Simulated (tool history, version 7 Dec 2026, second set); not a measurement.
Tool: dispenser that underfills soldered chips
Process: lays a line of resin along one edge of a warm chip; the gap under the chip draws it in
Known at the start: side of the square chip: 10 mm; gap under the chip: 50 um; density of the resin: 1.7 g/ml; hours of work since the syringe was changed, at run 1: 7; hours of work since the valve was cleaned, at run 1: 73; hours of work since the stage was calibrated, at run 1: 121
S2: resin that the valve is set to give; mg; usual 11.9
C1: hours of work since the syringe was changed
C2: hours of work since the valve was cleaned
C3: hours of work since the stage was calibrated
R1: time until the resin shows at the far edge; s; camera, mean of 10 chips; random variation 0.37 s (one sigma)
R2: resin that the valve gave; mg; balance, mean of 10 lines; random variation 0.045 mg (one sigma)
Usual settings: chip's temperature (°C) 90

run 1 hour=0 | chip's_temperature_(°C)=90 S2=11.9 | C1=7 C2=73 C3=121 | R1=43.1 R2=11.63
-- hour=1.2 new syringe of resin
run 2 hour=6.1 | chip's_temperature_(°C)=90 S2=13.2 | C1=4 C2=77 C3=125 | R1=31.4 R2=12.88
run 3 hour=10.6 | chip's_temperature_(°C)=90 S2=13.2 | C1=7 C2=81 C3=129 | R1=44.2 R2=12.84
-- hour=11.6 new syringe of resin
-- hour=15.4 dispensing valve cleaned and set on the balance
run 4 hour=16.3 | chip's_temperature_(°C)=80 S2=13.2 | C1=3 C2=1 C3=132 | R1=43.9 R2=13.19
-- hour=23 new syringe of resin
run 5 hour=23.9 | chip's_temperature_(°C)=90 S2=11.9 | C1=1 C2=7 C3=138 | R1=23.7 R2=11.86
run 6 hour=27.5 | chip's_temperature_(°C)=90 S2=11.9 | C1=4 C2=9 C3=141 | R1=30.4 R2=11.86
run 7 hour=32.6 | chip's_temperature_(°C)=90 S2=11.9 | C1=8 C2=13 C3=145 | R1=44.4 R2=11.81
-- hour=33.9 new syringe of resin
run 8 hour=40.6 | chip's_temperature_(°C)=96 S2=11.9 | C1=5 C2=20 C3=151 | R1=27.6 R2=11.86
-- hour=44.5 new syringe of resin
run 9 hour=45.6 | chip's_temperature_(°C)=96 S2=11.9 | C1=1 C2=23 C3=155 | R1=19.3 R2=11.76
run 10 hour=51 | chip's_temperature_(°C)=84 S2=12.9 | C1=5 C2=27 C3=159 | R1=46 R2=12.75
-- hour=54.7 new syringe of resin
run 11 hour=56.1 | chip's_temperature_(°C)=87 S2=15.3 | C1=1 C2=31 C3=163 | R1=27 R2=15.02
run 12 hour=60 | chip's_temperature_(°C)=100 S2=13.2 | C1=4 C2=34 C3=166 | R1=21.2 R2=13.02
-- hour=65.1 new syringe of resin
run 13 hour=67.2 | chip's_temperature_(°C)=100 S2=12.8 | C1=2 C2=40 C3=171 | R1=17.3 R2=12.65
run 14 hour=75 | chip's_temperature_(°C)=98 S2=12.8 | C1=8 C2=46 C3=177 | R1=31.8 R2=12.58
-- hour=75.7 new syringe of resin
run 15 hour=80.6 | chip's_temperature_(°C)=85 S2=10.3 | C1=4 C2=50 C3=182 | R1=41.1 R2=10.14
-- hour=86.4 new syringe of resin
run 16 hour=86.6 | chip's_temperature_(°C)=82 S2=14.4 | C1=0 C2=55 C3=186 | R1=32.6 R2=14.06

3 ways to go on from here, each from the tool as it stands after run 16. What would each give?
run A hour=91.7 | chip's_temperature_(°C)=101 S2=13.6 | C1=4 C2=59 C3=190 | R1=? R2=?
run B hour=91.7 | chip's_temperature_(°C)=82 S2=13 | C1=4 C2=59 C3=190 | R1=? R2=?
run C hour=91.7 | chip's_temperature_(°C)=90 S2=12 | C1=4 C2=59 C3=190 | R1=? R2=?

run=A R1=20.7 R2=13.27
run=B R1=45.9 R2=12.75
run=C R1=33.1 R2=11.76
Without the tool's hidden state the same runs would have given:
run=A R1=14.1 R2=13.55
run=B R1=30.9 R2=13.02
run=C R1=22.4 R2=12
